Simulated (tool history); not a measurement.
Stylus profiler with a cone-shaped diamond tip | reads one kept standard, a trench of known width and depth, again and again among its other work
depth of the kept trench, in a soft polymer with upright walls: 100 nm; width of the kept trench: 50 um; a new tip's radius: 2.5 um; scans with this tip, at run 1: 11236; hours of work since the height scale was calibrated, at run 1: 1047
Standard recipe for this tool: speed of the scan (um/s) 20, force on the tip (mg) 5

| run | hour | speed of the scan (um/s) | force on the tip (mg) | scans with this tip | hours of work since the height scale was calibrated | depth of the trench (angstrom) | width of the trench's floor (µm) |
|---|---|---|---|---|---|---|---|
| 1 | 0 | 20 | 5 | 11236 | 1047 | 1006.5 | 48.29 |
| 2 | 55.1 | 54 | 5 | 11513 | 1073 | 1006.3 | 48.18 |
| 3 | 118.1 | 18 | 5 | 11830 | 1102 | 1006.4 | 48.29 |
| 4 | 191.8 | 20 | 5 | 12200 | 1137 | 1006.3 | 48.28 |
| 5 | 291 | 14 | 5 | 12700 | 1183 | 1007 | 48.28 |
| 6 | 365.8 | 14 | 5 | 13076 | 1218 | 1007 | 48.26 |
| 7 | 442 | 14 | 5 | 13459 | 1254 | 1006.1 | 48.29 |
| 8 | 497.6 | 14 | 5 | 13739 | 1280 | 1005.9 | 48.21 |
| 9 | 592 | 14 | 5 | 14213 | 1324 | 1005.5 | 48.31 |
| 10 | 691.8 | 14 | 5 | 14715 | 1371 | 1006 | 48.27 |
| 11 | 742.7 | 10 | 5 | 14971 | 1395 | 1005.6 | 48.22 |
| 12 | 783.8 | 12 | 5 | 15178 | 1414 | 1006.6 | 48.22 |
| 13 | 857.2 | 12 | 5 | 15547 | 1448 | 1005.6 | 48.18 |
| 14 | 942.8 | 12 | 5 | 15978 | 1488 | 1005.2 | 48.19 |
| 15 | 991.4 | 20 | 3.67 | 16222 | 1511 | 1003.4 | 48.21 |
| 16 | 1062.1 | 20 | 5 | 16578 | 1544 | 1005.2 | 48.2 |
| 17 | 1104.9 | 20 | 3.46 | 16793 | 1564 | 1003.7 | 48.18 |
| 18 | 1201.3 | 11 | 5 | 17278 | 1610 | 1005 | 48.24 |
| 19 | 1274.2 | 24 | 5 | 17644 | 1644 | 1005 | 48.24 |
| 20 | 1331.4 | 13 | 5 | 17932 | 1671 | 1004.9 | 48.19 |
| 21 | 1415.1 | 13 | 5 | 18353 | 1710 | 1004.8 | 48.2 |
| 22 | 1506.1 | 20 | 5 | 18811 | 1752 | 1005.1 | 48.16 |
| 23 | 1596.2 | 20 | 2.72 | 19264 | 1795 | 1000.9 | 48.14 |
| 24 | 1673.6 | 20 | 2.72 | 19653 | 1831 | 1001.3 | 48.13 |
| 25 | 1756.1 | 66 | 4.05 | 20068 | 1870 | 1003.4 | 48.03 |
| 26 | 1825.8 | 15 | 10.32 | 20419 | 1902 | 1010.4 | 48.11 |
| 27 | 1880 | 17 | 3.33 | 20692 | 1928 | 1001.7 | 48.15 |
| 28 | 1960.3 | 80 | 3.25 | 21095 | 1965 | 1002 | 47.96 |
| 29 | 2013.2 | 11 | 4.16 | 21361 | 1990 | 1003.2 | 48.12 |
| 30 | 2055.5 | 50 | 13.46 | 21574 | 2010 | 1013.2 | 48.11 |
| 31 | 2115 | 7 | 4.52 | 21873 | 2038 | 1003.2 | 48.12 |
| 32 | 2173.7 | 29 | 4.19 | 22169 | 2065 | 1002.6 | 48.07 |
| 33 | 2214.6 | 29 | 4.19 | 22374 | 2084 | 1002.6 | 48.04 |
| 34 | 2258.7 | 20 | 2.82 | 22596 | 2105 | 1001.1 | 48.08 |
| 35 | 2338.4 | 20 | 2.82 | 22997 | 2142 | 999.8 | 48.09 |
| 36 | 2400.4 | 16 | 6.35 | 23309 | 2171 | 1005 | 48.03 |
| 37 | 2499.9 | 16 | 5.77 | 23809 | 2218 | 1004.8 | 48.08 |
| 38 | 2545.1 | 16 | 5.33 | 24037 | 2239 | 1004.5 | 48.07 |
| 39 | 2619.7 | 10 | 5.84 | 24412 | 2274 | 1004.8 | 48.13 |
| 40 | 2679.7 | 7 | 14.91 | 24714 | 2302 | 1014.3 | 48.05 |
| 41 | 2778.8 | 20 | 6.9 | 25212 | 2349 | 1005.5 | 48.08 |
| 42 | 2874.8 | 20 | 3.25 | 25695 | 2394 | 1000 | 48.05 |
| 43 | 2917.1 | 5 | 6.7 | 25908 | 2414 | 1004.9 | 48.05 |
|  | 2925.5 | height scale calibrated on a step standard |
| 44 | 2980 | 5 | 3.82 | 26221 | 26 | 1008.4 | 48.04 |
| 45 | 3021.6 | 6 | 2.21 | 26430 | 45 | 1005.7 | 48.05 |
| 46 | 3067.8 | 73 | 10.06 | 26663 | 67 | 1015.6 | 47.88 |

What differs in the tool's unlogged condition from the final listed run ahead of each entry between runs to the first listed run following it?
Logged between run 43 and run 44: height scale calibrated on a step standard (hour 2925.5)
  radius of the tip, um: 4.7 -> 4.72; height scale over the true one, %: -0.711 -> -0.025
  difference, measured minus the result without the unlogged condition, depth of the trench (angstrom): -7.2 -> -0.3; width of the trench's floor (µm): -0.53 -> -0.54
